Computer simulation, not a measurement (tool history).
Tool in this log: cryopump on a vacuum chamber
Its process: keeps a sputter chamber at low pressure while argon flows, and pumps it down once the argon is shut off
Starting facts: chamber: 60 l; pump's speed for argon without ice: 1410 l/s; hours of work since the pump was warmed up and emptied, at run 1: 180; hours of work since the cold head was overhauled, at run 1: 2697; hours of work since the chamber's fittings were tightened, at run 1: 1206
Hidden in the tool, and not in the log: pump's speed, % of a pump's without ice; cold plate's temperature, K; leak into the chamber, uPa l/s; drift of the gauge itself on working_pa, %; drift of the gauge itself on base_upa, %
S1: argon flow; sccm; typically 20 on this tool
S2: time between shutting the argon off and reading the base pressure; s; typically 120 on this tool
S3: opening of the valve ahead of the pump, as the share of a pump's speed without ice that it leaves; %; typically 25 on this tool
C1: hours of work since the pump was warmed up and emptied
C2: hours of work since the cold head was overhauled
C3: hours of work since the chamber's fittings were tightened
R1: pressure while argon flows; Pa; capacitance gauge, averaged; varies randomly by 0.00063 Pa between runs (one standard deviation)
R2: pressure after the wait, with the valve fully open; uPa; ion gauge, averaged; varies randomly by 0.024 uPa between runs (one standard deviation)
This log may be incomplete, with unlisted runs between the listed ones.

{"run": 1, "hour": 0.0, "S1": 20, "S2": 120, "S3": 25, "C1": 180, "C2": 2697, "C3": 1206, "R1": 0.0999, "R2": 2.38}
{"run": 2, "hour": 53.7, "S1": 20, "S2": 120, "S3": 25, "C1": 220, "C2": 2737, "C3": 1246, "R1": 0.0988, "R2": 2.42}
{"run": 3, "hour": 141.4, "S1": 26, "S2": 120, "S3": 25, "C1": 285, "C2": 2802, "C3": 1311, "R1": 0.1299, "R2": 2.67}
{"run": 4, "hour": 232.8, "S1": 20, "S2": 47, "S3": 25, "C1": 353, "C2": 2870, "C3": 1379, "R1": 0.1012, "R2": 3.86}
{"run": 5, "hour": 341.1, "S1": 20, "S2": 86, "S3": 25, "C1": 433, "C2": 2950, "C3": 1459, "R1": 0.1041, "R2": 3.26}
{"run": 6, "hour": 393.9, "S1": 20, "S2": 86, "S3": 25, "C1": 473, "C2": 2990, "C3": 1499, "R1": 0.1042, "R2": 3.42}
{"run": 7, "hour": 502.8, "S1": 20, "S2": 120, "S3": 40, "C1": 554, "C2": 3071, "C3": 1580, "R1": 0.0709, "R2": 3.42}
{"hour": 546.6, "done": "pump warmed up, emptied and cooled again"}
{"run": 8, "hour": 607.1, "S1": 20, "S2": 120, "S3": 26, "C1": 45, "C2": 3144, "C3": 1653, "R1": 0.0948, "R2": 2.86}
{"run": 9, "hour": 710.6, "S1": 20, "S2": 124, "S3": 25, "C1": 122, "C2": 3221, "C3": 1730, "R1": 0.1001, "R2": 2.96}
{"run": 10, "hour": 780.5, "S1": 16, "S2": 110, "S3": 19, "C1": 174, "C2": 3273, "C3": 1782, "R1": 0.1045, "R2": 3.12}
{"run": 11, "hour": 903.4, "S1": 16, "S2": 110, "S3": 19, "C1": 265, "C2": 3365, "C3": 1874, "R1": 0.1052, "R2": 3.48}
{"hour": 959.8, "done": "leaking fittings of the chamber tightened, without venting"}
{"run": 12, "hour": 1001.0, "S1": 15, "S2": 125, "S3": 22, "C1": 336, "C2": 3436, "C3": 31, "R1": 0.0864, "R2": 0.93}
{"run": 13, "hour": 1092.8, "S1": 35, "S2": 125, "S3": 22, "C1": 405, "C2": 3504, "C3": 99, "R1": 0.2035, "R2": 1.04}
{"run": 14, "hour": 1178.7, "S1": 20, "S2": 35, "S3": 27, "C1": 468, "C2": 3568, "C3": 163, "R1": 0.0982, "R2": 2.65}
{"run": 15, "hour": 1300.2, "S1": 20, "S2": 35, "S3": 27, "C1": 559, "C2": 3658, "C3": 253, "R1": 0.0998, "R2": 2.75}
{"hour": 1330.7, "done": "pump warmed up, emptied and cooled again"}
{"run": 16, "hour": 1416.4, "S1": 28, "S2": 35, "S3": 23, "C1": 64, "C2": 3741, "C3": 336, "R1": 0.1492, "R2": 2.85}
{"run": 17, "hour": 1519.7, "S1": 22, "S2": 26, "S3": 31, "C1": 141, "C2": 3818, "C3": 412, "R1": 0.0886, "R2": 3.64}

4 ways to go on from here, each from the tool as it stands after run 17. What would each give?
{"run": "A", "hour": 1642.0, "S1": 22, "S2": 26, "S3": 21, "C1": 231, "C2": 3908, "C3": 503, "R1": "?", "R2": "?"}
{"run": "B", "hour": 1642.0, "S1": 18, "S2": 286, "S3": 25, "C1": 231, "C2": 3908, "C3": 503, "R1": "?", "R2": "?"}
{"run": "C", "hour": 1642.0, "S1": 9, "S2": 26, "S3": 27, "C1": 231, "C2": 3908, "C3": 503, "R1": "?", "R2": "?"}
{"run": "D", "hour": 1642.0, "S1": 20, "S2": 118, "S3": 56, "C1": 231, "C2": 3908, "C3": 503, "R1": "?", "R2": "?"}

run=A R1=0.1301 R2=3.79
run=B R1=0.0902 R2=1.13
run=C R1=0.0428 R2=3.82
run=D R1=0.0475 R2=1.49
What these runs would have given with no unlogged condition in the tool:
run=A R1=0.1248 R2=3.15
run=B R1=0.0858 R2=0.48
run=C R1=0.0406 R2=3.17
run=D R1=0.0427 R2=0.84
